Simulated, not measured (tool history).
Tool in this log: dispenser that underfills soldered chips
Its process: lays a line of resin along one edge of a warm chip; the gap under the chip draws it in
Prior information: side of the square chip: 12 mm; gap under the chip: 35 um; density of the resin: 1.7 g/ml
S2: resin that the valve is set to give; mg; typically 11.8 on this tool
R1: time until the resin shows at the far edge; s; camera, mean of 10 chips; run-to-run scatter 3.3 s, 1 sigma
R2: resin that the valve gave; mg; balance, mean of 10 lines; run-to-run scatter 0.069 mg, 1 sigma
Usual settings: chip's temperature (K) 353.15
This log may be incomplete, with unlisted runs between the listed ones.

Run 1, hour 0.0: usual settings. Result: R1 409.9 s, R2 11.32 mg.
At hour 4.8: new syringe of resin.
Run 2, hour 7.5: usual settings but chip's temperature (K) 343.15. Result: R1 519.8 s, R2 11.43 mg.
Run 3, hour 12.4: usual settings but chip's temperature (K) 367.15. Result: R1 347.6 s, R2 11.36 mg.
At hour 13.2: new syringe of resin.
Run 4, hour 19.9: usual settings but chip's temperature (K) 367.15. Result: R1 334.2 s, R2 11.36 mg.
At hour 21.7: new syringe of resin.
Run 5, hour 25.1: usual settings but chip's temperature (K) 367.15. Result: R1 276.9 s, R2 11.33 mg.
At hour 29.9: new syringe of resin.
Run 6, hour 30.4: usual settings but chip's temperature (K) 367.15. Result: R1 231.6 s, R2 11.21 mg.
At hour 38.4: new syringe of resin.
Run 7, hour 39.4: usual settings but S2 10.7 mg. Result: R1 366.0 s, R2 10.26 mg.
At hour 46.8: new syringe of resin.
Run 8, hour 46.8: usual settings but S2 13.5 mg. Result: R1 327.8 s, R2 12.88 mg.
At hour 55.2: new syringe of resin.
Run 9, hour 55.2: usual settings but S2 13.5 mg. Result: R1 333.7 s, R2 12.71 mg.
At hour 63.6: new syringe of resin.
Run 10, hour 64.2: usual settings but S2 13.0 mg. Result: R1 344.6 s, R2 12.15 mg.
Run 11, hour 71.1: usual settings but chip's temperature (K) 362.15. Result: R1 408.2 s, R2 10.95 mg.
At hour 72.0: new syringe of resin.
At hour 80.3: new syringe of resin.
Run 12, hour 80.3: usual settings. Result: R1 335.5 s, R2 10.98 mg.
Run 13, hour 88.0: usual settings but chip's temperature (K) 365.15. Result: R1 371.7 s, R2 10.73 mg.
At hour 89.0: new syringe of resin.
Run 14, hour 94.4: usual settings but chip's temperature (K) 341.15. Result: R1 674.7 s, R2 10.79 mg.
At hour 97.2: new syringe of resin.
Run 15, hour 98.4: usual settings but chip's temperature (K) 352.15. Result: R1 373.7 s, R2 10.92 mg.
Run 16, hour 102.7: usual settings but chip's temperature (K) 352.15, S2 11.5 mg. Result: R1 483.9 s, R2 10.42 mg.
At hour 105.5: new syringe of resin.
Run 17, hour 107.8: usual settings. Result: R1 394.2 s, R2 10.81 mg.
At hour 113.8: new syringe of resin.
Run 18, hour 113.8: usual settings but S2 14.5 mg. Result: R1 324.5 s, R2 13.19 mg.
Run 19, hour 117.9: usual settings but chip's temperature (K) 355.15, S2 14.2 mg. Result: R1 385.4 s, R2 12.78 mg.
At hour 122.1: new syringe of resin.
Run 20, hour 123.9: usual settings but chip's temperature (K) 352.15, S2 13.3 mg. Result: R1 383.5 s, R2 12.06 mg.
At hour 130.3: new syringe of resin.
Run 21, hour 131.1: usual settings but chip's temperature (K) 349.15, S2 13.0 mg. Result: R1 392.3 s, R2 11.79 mg.
Run 22, hour 135.0: usual settings but chip's temperature (K) 354.15, S2 14.4 mg. Result: R1 419.2 s, R2 13.06 mg.
At hour 138.9: new syringe of resin.
Run 23, hour 139.3: usual settings but chip's temperature (K) 354.15, S2 14.4 mg. Result: R1 330.1 s, R2 12.89 mg.
Run 24, hour 143.0: usual settings but chip's temperature (K) 342.15, S2 10.3 mg. Result: R1 646.1 s, R2 9.21 mg.
At hour 147.5: new syringe of resin.
Run 25, hour 151.3: usual settings but chip's temperature (K) 356.15. Result: R1 389.6 s, R2 10.56 mg.
At hour 156.0: new syringe of resin.
At hour 157.8: dispensing valve cleaned and set on the balance.
Run 26, hour 157.9: usual settings but chip's temperature (K) 366.15, S2 11.4 mg. Result: R1 247.8 s, R2 11.47 mg.
At hour 165.2: new syringe of resin.
Run 27, hour 165.6: usual settings but S2 12.5 mg. Result: R1 342.3 s, R2 12.42 mg.
Run 28, hour 172.3: usual settings but chip's temperature (K) 354.15, S2 11.1 mg. Result: R1 482.7 s, R2 11.05 mg.
At hour 173.7: new syringe of resin.
Run 29, hour 180.6: usual settings but chip's temperature (K) 354.15, S2 12.7 mg. Result: R1 467.5 s, R2 12.51 mg.
At hour 182.1: new syringe of resin.
Run 30, hour 185.6: usual settings but chip's temperature (K) 363.15, S2 10.2 mg. Result: R1 324.0 s, R2 10.04 mg.
At hour 190.6: new syringe of resin.
Run 31, hour 190.8: usual settings but chip's temperature (K) 363.15, S2 10.2 mg. Result: R1 266.4 s, R2 9.93 mg.
Run 32, hour 196.8: usual settings but chip's temperature (K) 364.15, S2 13.4 mg. Result: R1 337.1 s, R2 13.03 mg.
At hour 198.7: new syringe of resin.
Run 33, hour 203.3: usual settings but chip's temperature (K) 367.15, S2 13.4 mg. Result: R1 292.0 s, R2 13.10 mg.
At hour 207.2: new syringe of resin.
Run 34, hour 211.1: usual settings but chip's temperature (K) 367.15, S2 13.4 mg. Result: R1 280.7 s, R2 12.83 mg.
At hour 215.3: new syringe of resin.
Run 35, hour 215.8: usual settings but chip's temperature (K) 349.15, S2 12.7 mg. Result: R1 376.5 s, R2 12.25 mg.
Run 36, hour 220.0: usual settings but chip's temperature (K) 349.15, S2 12.7 mg. Result: R1 483.1 s, R2 12.11 mg.

What if the next run were any one of these 3? Each begins from the tool's condition after run 36:
At hour 223.8: new syringe of resin.
Run A, hour 223.9: usual settings but chip's temperature (K) 354.15, S2 10.1 mg. Result: R1 ?, R2 ?.
At hour 223.8: new syringe of resin.
Run B, hour 223.9: usual settings but chip's temperature (K) 356.15, S2 13.1 mg. Result: R1 ?, R2 ?.
At hour 223.8: new syringe of resin.
Run C, hour 223.9: usual settings but chip's temperature (K) 346.15, S2 10.2 mg. Result: R1 ?, R2 ?.

run     R1     R2
  A  346.0   9.69
  B  304.9  12.47
  C  441.3   9.70
The same runs, with their run-to-run variation unchanged, on a tool lacking any hidden condition would have given:
run     R1     R2
  A  329.7  10.11
  B  294.3  13.02
  C  420.2  10.12
